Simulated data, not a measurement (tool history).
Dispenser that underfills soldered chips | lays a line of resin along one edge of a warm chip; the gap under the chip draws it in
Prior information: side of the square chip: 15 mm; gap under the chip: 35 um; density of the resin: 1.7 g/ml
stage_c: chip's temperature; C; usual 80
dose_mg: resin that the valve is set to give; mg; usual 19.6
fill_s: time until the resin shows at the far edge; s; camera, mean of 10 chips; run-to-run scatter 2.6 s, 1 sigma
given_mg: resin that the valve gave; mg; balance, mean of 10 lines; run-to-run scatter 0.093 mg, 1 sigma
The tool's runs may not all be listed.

| run | hour | stage_c | dose_mg | fill_s | given_mg |
|---|---|---|---|---|---|
| 1 | 0.0 | 80 | 19.6 | 308.4 | 19.59 |
|  | 5.8 | new syringe of resin |
| 2 | 5.8 | 80 | 19.6 | 274.8 | 19.56 |
| 3 | 10.9 | 94 | 19.6 | 184.2 | 19.39 |
| 4 | 13.9 | 80 | 21.7 | 353.5 | 21.68 |
|  | 15.8 | new syringe of resin |
| 5 | 20.1 | 80 | 21.7 | 302.7 | 21.46 |
|  | 25.7 | new syringe of resin |
| 6 | 26.3 | 80 | 23.3 | 266.7 | 22.77 |
| 7 | 31.3 | 80 | 23.3 | 314.8 | 22.87 |
|  | 35.5 | new syringe of resin |
| 8 | 37.9 | 80 | 23.3 | 285.4 | 22.62 |
| 9 | 41.6 | 80 | 23.3 | 323.7 | 22.58 |
|  | 45.5 | new syringe of resin |
| 10 | 47.3 | 86 | 21.6 | 214.8 | 20.94 |
| 11 | 53.6 | 79 | 22.9 | 360.6 | 22.27 |
|  | 55.5 | new syringe of resin |
| 12 | 60.1 | 80 | 19.5 | 310.1 | 18.91 |
| 13 | 64.1 | 94 | 23.4 | 197.2 | 22.35 |
|  | 65.3 | new syringe of resin |
| 14 | 69.9 | 87 | 25.3 | 237.6 | 24.41 |
| 15 | 72.8 | 82 | 24.8 | 319.7 | 23.70 |
|  | 75.4 | new syringe of resin |
| 16 | 75.9 | 70 | 18.0 | 448.2 | 17.21 |
| 17 | 80.6 | 90 | 17.1 | 227.8 | 16.00 |
| 18 | 84.7 | 68 | 17.9 | 662.7 | 16.98 |

The same runs without the tool's hidden state, with the same run-to-run variation:
Hidden conditions of the tool in this case: resin's viscosity, % of fresh resin's; dose that the valve gives, % of what is set; true chip temperature over the reading, C; drift of the gauge itself on fill_s, %; drift of the gauge itself on given_mg, %.
| run | fill_s | given_mg |
|---|---|---|
| 1 | 260.1 | 19.58 |
| 2 | 263.9 | 19.63 |
| 3 | 148.9 | 19.52 |
| 4 | 258.6 | 21.86 |
| 5 | 255.3 | 21.72 |
| 6 | 260.0 | 23.13 |
| 7 | 259.6 | 23.32 |
| 8 | 256.1 | 23.15 |
| 9 | 256.0 | 23.17 |
| 10 | 196.7 | 21.57 |
| 11 | 267.1 | 23.04 |
| 12 | 256.2 | 19.64 |
| 13 | 143.6 | 23.28 |
| 14 | 193.9 | 25.52 |
| 15 | 235.9 | 24.83 |
| 16 | 415.3 | 18.06 |
| 17 | 179.7 | 16.86 |
| 18 | 455.3 | 17.93 |
